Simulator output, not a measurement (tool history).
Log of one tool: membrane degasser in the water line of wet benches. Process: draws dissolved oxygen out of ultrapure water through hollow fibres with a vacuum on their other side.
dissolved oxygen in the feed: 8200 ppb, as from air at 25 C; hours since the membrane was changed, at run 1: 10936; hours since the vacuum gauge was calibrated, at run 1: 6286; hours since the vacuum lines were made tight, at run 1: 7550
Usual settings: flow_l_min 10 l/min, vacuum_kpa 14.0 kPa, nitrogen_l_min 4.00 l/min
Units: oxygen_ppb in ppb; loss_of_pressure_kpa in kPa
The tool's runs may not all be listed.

run,hour,flow_l_min,vacuum_kpa,nitrogen_l_min,hours since the membrane was changed,hours since the vacuum gauge was calibrated,hours since the vacuum lines were made tight,oxygen_ppb,loss_of_pressure_kpa
1,0.0,10,14.0,4.00,10936,6286,7550,137.0,33.87
2,227.6,10,14.0,4.00,11163,6513,7777,138.5,34.07
3,467.5,14,14.0,4.00,11403,6753,8017,284.4,48.11
4,756.1,10,14.0,1.66,11692,7042,8306,221.4,33.79
5,904.6,10,12.9,4.00,11840,7191,8454,133.9,34.09
6,1158.9,10,16.9,4.00,12094,7445,8709,158.0,34.46
7,1466.2,10,14.0,4.18,12402,7752,9016,135.0,34.62
8,1615.0,10,14.0,4.18,12551,7901,9165,134.2,34.92
9,1795.8,10,14.0,4.18,12731,8082,9346,133.8,34.25
10,1953.5,11,14.0,4.00,12889,8239,9503,167.2,38.43
11,2123.0,11,14.0,4.00,13059,8409,9673,170.4,38.02
12,2319.0,11,14.0,4.00,13254,8605,9869,174.0,38.02
# hour 2489.9: vacuum gauge calibrated
13,2537.5,10,14.0,4.00,13473,48,10087,139.2,34.63
14,2700.0,10,14.0,4.00,13635,210,10249,136.1,34.84
15,2886.7,7,14.0,4.00,13822,397,10436,66.5,24.07
# hour 3087.1: gauge calibrated
16,3087.1,7,14.0,4.00,14022,597,10636,65.1,23.95
17,3284.5,7,21.9,4.00,14220,795,10834,99.7,24.09
18,3527.6,7,21.9,4.00,14463,1038,11077,98.4,23.98
19,3782.4,8,19.6,3.39,14717,1293,11332,126.4,27.41
20,3983.6,13,27.8,4.32,14919,1494,11533,336.4,44.44
21,4237.0,10,22.9,4.00,15172,1747,11786,192.7,34.21
22,4539.2,10,22.9,4.00,15474,2049,12088,194.2,34.38
23,4864.5,10,14.0,6.48,15800,2375,12414,112.2,34.38
# hour 4938.3: seals of the vacuum lines changed
24,5194.7,9,14.0,4.32,16128,2703,256,105.5,31.18
25,5341.9,13,14.0,4.32,16275,2850,404,237.1,45.20
26,5516.6,13,14.0,4.32,16450,3025,578,240.9,45.61
27,5706.2,13,14.0,4.32,16639,3214,768,236.3,45.09
28,5951.8,6,19.4,4.00,16885,3460,1014,70.3,20.90
29,6214.4,8,14.0,4.00,17147,3723,1276,86.1,28.04
30,6467.3,7,18.3,4.81,17400,3975,1529,72.5,24.49
31,6745.2,7,18.3,4.81,17678,4253,1807,72.3,24.43
32,6976.4,7,26.6,8.39,17909,4485,2038,67.0,24.51

Hidden state at the last listed run before each entry between runs and at the first one after, where it differs:
Between runs 12 and 13: vacuum gauge calibrated (hour 2489.9)
  drift of the gauge itself on loss_of_pressure_kpa, %: 2.09 -> 2.29
  measured less the result without the state, loss_of_pressure_kpa: +0.81 -> +0.80 kPa
Between runs 15 and 16: gauge calibrated (hour 3087.1)
  drift of the gauge itself on loss_of_pressure_kpa, %: 2.6 -> 0
  measured less the result without the state, loss_of_pressure_kpa: +0.63 -> +0.02 kPa
Between runs 23 and 24: seals of the vacuum lines changed (hour 4938.3)
  air that leaks in behind the membrane, l/min: 0.0022 -> 0.002; drift of the gauge itself on loss_of_pressure_kpa, %: 1.6 -> 1.9
  measured less the result without the state, loss_of_pressure_kpa: +0.57 -> +0.59 kPa
